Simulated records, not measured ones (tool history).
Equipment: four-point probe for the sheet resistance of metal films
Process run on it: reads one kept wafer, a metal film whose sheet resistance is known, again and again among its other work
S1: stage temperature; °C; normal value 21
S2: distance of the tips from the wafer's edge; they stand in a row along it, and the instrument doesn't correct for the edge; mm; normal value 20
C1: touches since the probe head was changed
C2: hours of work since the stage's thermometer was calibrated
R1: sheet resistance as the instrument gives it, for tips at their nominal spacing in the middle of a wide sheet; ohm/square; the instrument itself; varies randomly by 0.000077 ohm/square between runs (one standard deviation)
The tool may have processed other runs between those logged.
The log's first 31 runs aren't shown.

| run | hour | S1 | S2 | C1 | C2 | R1 |
|---|---|---|---|---|---|---|
| 32 | 341.8 | 22 | 14 | 21372 | 152 | 0.384473 |
| 33 | 355.7 | 22 | 14 | 21978 | 163 | 0.384383 |
| 34 | 369.1 | 18 | 8 | 22567 | 174 | 0.386756 |
| 35 | 382.2 | 33 | 4 | 23142 | 184 | 0.395506 |
| 36 | 396.5 | 33 | 4 | 23767 | 196 | 0.39573 |
| 37 | 406.6 | 33 | 4 | 24208 | 204 | 0.395793 |
| 38 | 420.3 | 33 | 4 | 24812 | 214 | 0.395739 |
| 39 | 430.1 | 33 | 17 | 25241 | 222 | 0.383898 |
| 40 | 437.9 | 33 | 17 | 25581 | 228 | 0.384091 |

Run 41 has not been measured yet. What should we expect?
| 41 | 450.2 | 35 | 15 | 26121 | 238 | ? |

Run 41 came out at R1 0.384075 ohm/square.
Take away the tool's hidden state, keep the run-to-run variation as it was, and the same run would have given R1 0.384001 ohm/square.
